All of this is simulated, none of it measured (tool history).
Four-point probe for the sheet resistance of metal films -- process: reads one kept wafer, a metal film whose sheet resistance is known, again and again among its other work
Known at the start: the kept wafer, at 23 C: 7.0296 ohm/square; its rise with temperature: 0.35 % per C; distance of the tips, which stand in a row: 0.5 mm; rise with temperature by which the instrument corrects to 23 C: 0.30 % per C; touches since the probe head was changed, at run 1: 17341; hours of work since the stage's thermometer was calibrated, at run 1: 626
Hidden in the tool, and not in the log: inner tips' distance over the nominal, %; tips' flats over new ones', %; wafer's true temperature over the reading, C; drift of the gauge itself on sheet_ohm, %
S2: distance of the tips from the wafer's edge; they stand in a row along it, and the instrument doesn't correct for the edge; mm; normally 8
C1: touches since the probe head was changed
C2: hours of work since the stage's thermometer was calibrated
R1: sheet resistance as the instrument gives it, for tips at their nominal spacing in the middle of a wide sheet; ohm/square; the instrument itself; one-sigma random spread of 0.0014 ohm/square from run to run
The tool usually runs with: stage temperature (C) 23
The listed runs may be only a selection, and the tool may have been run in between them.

{"run": 1, "hour": 0.0, "stage temperature (C)": 23, "S2": 8, "C1": 17341, "C2": 626, "R1": 7.042806}
{"run": 2, "hour": 29.5, "stage temperature (C)": 23, "S2": 8, "C1": 18283, "C2": 638, "R1": 7.04408}
{"run": 3, "hour": 51.7, "stage temperature (C)": 23, "S2": 8, "C1": 18994, "C2": 647, "R1": 7.043606}
{"run": 4, "hour": 68.4, "stage temperature (C)": 23, "S2": 8, "C1": 19526, "C2": 654, "R1": 7.044075}
{"run": 5, "hour": 90.4, "stage temperature (C)": 23, "S2": 8, "C1": 20228, "C2": 663, "R1": 7.04123}
{"run": 6, "hour": 109.9, "stage temperature (C)": 23, "S2": 8, "C1": 20852, "C2": 671, "R1": 7.044648}
{"run": 7, "hour": 126.5, "stage temperature (C)": 22, "S2": 8, "C1": 21383, "C2": 678, "R1": 7.038311}
{"run": 8, "hour": 146.7, "stage temperature (C)": 23, "S2": 31, "C1": 22028, "C2": 686, "R1": 7.031274}
{"run": 9, "hour": 170.8, "stage temperature (C)": 29, "S2": 8, "C1": 22797, "C2": 696, "R1": 7.066929}
{"run": 10, "hour": 197.5, "stage temperature (C)": 29, "S2": 8, "C1": 23650, "C2": 707, "R1": 7.069151}
{"run": 11, "hour": 217.6, "stage temperature (C)": 29, "S2": 8, "C1": 24292, "C2": 715, "R1": 7.067133}
{"run": 12, "hour": 241.2, "stage temperature (C)": 19, "S2": 8, "C1": 25047, "C2": 724, "R1": 7.029574}
{"hour": 244.2, "done": "stage's thermometer calibrated"}
{"run": 13, "hour": 267.6, "stage temperature (C)": 19, "S2": 8, "C1": 25874, "C2": 10, "R1": 7.024626}
{"run": 14, "hour": 286.7, "stage temperature (C)": 23, "S2": 8, "C1": 26482, "C2": 17, "R1": 7.041549}
{"run": 15, "hour": 314.0, "stage temperature (C)": 23, "S2": 4, "C1": 27355, "C2": 28, "R1": 7.084784}
{"hour": 337.2, "done": "stage's thermometer calibrated, once more"}
{"run": 16, "hour": 342.5, "stage temperature (C)": 28, "S2": 8, "C1": 28249, "C2": 2, "R1": 7.073949}
{"run": 17, "hour": 359.8, "stage temperature (C)": 28, "S2": 8, "C1": 28803, "C2": 9, "R1": 7.073059}
{"run": 18, "hour": 384.7, "stage temperature (C)": 28, "S2": 8, "C1": 29598, "C2": 19, "R1": 7.074912}
{"run": 19, "hour": 413.2, "stage temperature (C)": 28, "S2": 8, "C1": 30510, "C2": 31, "R1": 7.074416}
{"run": 20, "hour": 436.6, "stage temperature (C)": 28, "S2": 8, "C1": 31256, "C2": 40, "R1": 7.076908}
{"run": 21, "hour": 463.5, "stage temperature (C)": 28, "S2": 8, "C1": 32116, "C2": 51, "R1": 7.075635}
{"run": 22, "hour": 483.3, "stage temperature (C)": 20, "S2": 8, "C1": 32749, "C2": 59, "R1": 7.042581}
{"run": 23, "hour": 496.4, "stage temperature (C)": 20, "S2": 8, "C1": 33166, "C2": 65, "R1": 7.044205}
{"run": 24, "hour": 519.5, "stage temperature (C)": 30, "S2": 32, "C1": 33904, "C2": 74, "R1": 7.070577}
{"run": 25, "hour": 539.7, "stage temperature (C)": 32, "S2": 8, "C1": 34548, "C2": 82, "R1": 7.093269}
{"run": 26, "hour": 560.5, "stage temperature (C)": 31, "S2": 8, "C1": 35214, "C2": 91, "R1": 7.089308}
{"run": 27, "hour": 582.1, "stage temperature (C)": 23, "S2": 5, "C1": 35903, "C2": 100, "R1": 7.08124}
{"run": 28, "hour": 602.8, "stage temperature (C)": 22, "S2": 30, "C1": 36565, "C2": 108, "R1": 7.039437}
{"run": 29, "hour": 632.9, "stage temperature (C)": 22, "S2": 30, "C1": 37526, "C2": 120, "R1": 7.040949}
{"run": 30, "hour": 656.5, "stage temperature (C)": 27, "S2": 11, "C1": 38280, "C2": 130, "R1": 7.067212}
{"run": 31, "hour": 674.3, "stage temperature (C)": 31, "S2": 54, "C1": 38848, "C2": 137, "R1": 7.074854}
{"run": 32, "hour": 699.3, "stage temperature (C)": 24, "S2": 20, "C1": 39649, "C2": 147, "R1": 7.051391}
{"run": 33, "hour": 719.6, "stage temperature (C)": 24, "S2": 20, "C1": 40298, "C2": 156, "R1": 7.047798}
{"run": 34, "hour": 734.2, "stage temperature (C)": 23, "S2": 61, "C1": 40763, "C2": 162, "R1": 7.041232}
{"run": 35, "hour": 756.1, "stage temperature (C)": 28, "S2": 5, "C1": 41461, "C2": 171, "R1": 7.099919}
{"run": 36, "hour": 779.5, "stage temperature (C)": 28, "S2": 5, "C1": 42210, "C2": 180, "R1": 7.103778}
{"run": 37, "hour": 794.6, "stage temperature (C)": 34, "S2": 66, "C1": 42692, "C2": 186, "R1": 7.086937}
{"run": 38, "hour": 818.4, "stage temperature (C)": 33, "S2": 6, "C1": 43454, "C2": 196, "R1": 7.110044}
{"run": 39, "hour": 837.5, "stage temperature (C)": 33, "S2": 6, "C1": 44064, "C2": 204, "R1": 7.111413}
{"run": 40, "hour": 867.6, "stage temperature (C)": 23, "S2": 21, "C1": 45023, "C2": 216, "R1": 7.047638}
{"run": 41, "hour": 883.4, "stage temperature (C)": 23, "S2": 21, "C1": 45529, "C2": 222, "R1": 7.046572}
{"run": 42, "hour": 913.1, "stage temperature (C)": 23, "S2": 21, "C1": 46479, "C2": 235, "R1": 7.047663}
{"run": 43, "hour": 943.0, "stage temperature (C)": 22, "S2": 9, "C1": 47433, "C2": 247, "R1": 7.053264}
{"run": 44, "hour": 955.8, "stage temperature (C)": 35, "S2": 11, "C1": 47841, "C2": 252, "R1": 7.100172}

Some steps in R1 between neighbouring runs. How much of each would the tool show without its hidden state too (settings, what came in, random variation), and how much is left for the hidden state, with any gauge scatter that isn't in both results?
Run 8 -> 9: stage temperature (C) 23 -> 29, S2 31 -> 8. R1 +0.035655 ohm/square: hidden state +0.000391, all else +0.035264.
Run 12 -> 13: stage's thermometer calibrated. R1 -0.004948 ohm/square: hidden state -0.003533, all else -0.001415.
Run 15 -> 16: stage temperature (C) 23 -> 28, S2 4 -> 8, stage's thermometer calibrated, once more. R1 -0.010835 ohm/square: hidden state +0.012383, all else -0.023218.
Run 34 -> 35: stage temperature (C) 23 -> 28, S2 61 -> 5. R1 +0.058687 ohm/square: hidden state +0.000357, all else +0.058330.
Run 39 -> 40: stage temperature (C) 33 -> 23, S2 6 -> 21. R1 -0.063775 ohm/square: hidden state +0.000196, all else -0.063971.
Run 43 -> 44: stage temperature (C) 22 -> 35, S2 9 -> 11. R1 +0.046908 ohm/square: hidden state +0.000302, all else +0.046606.
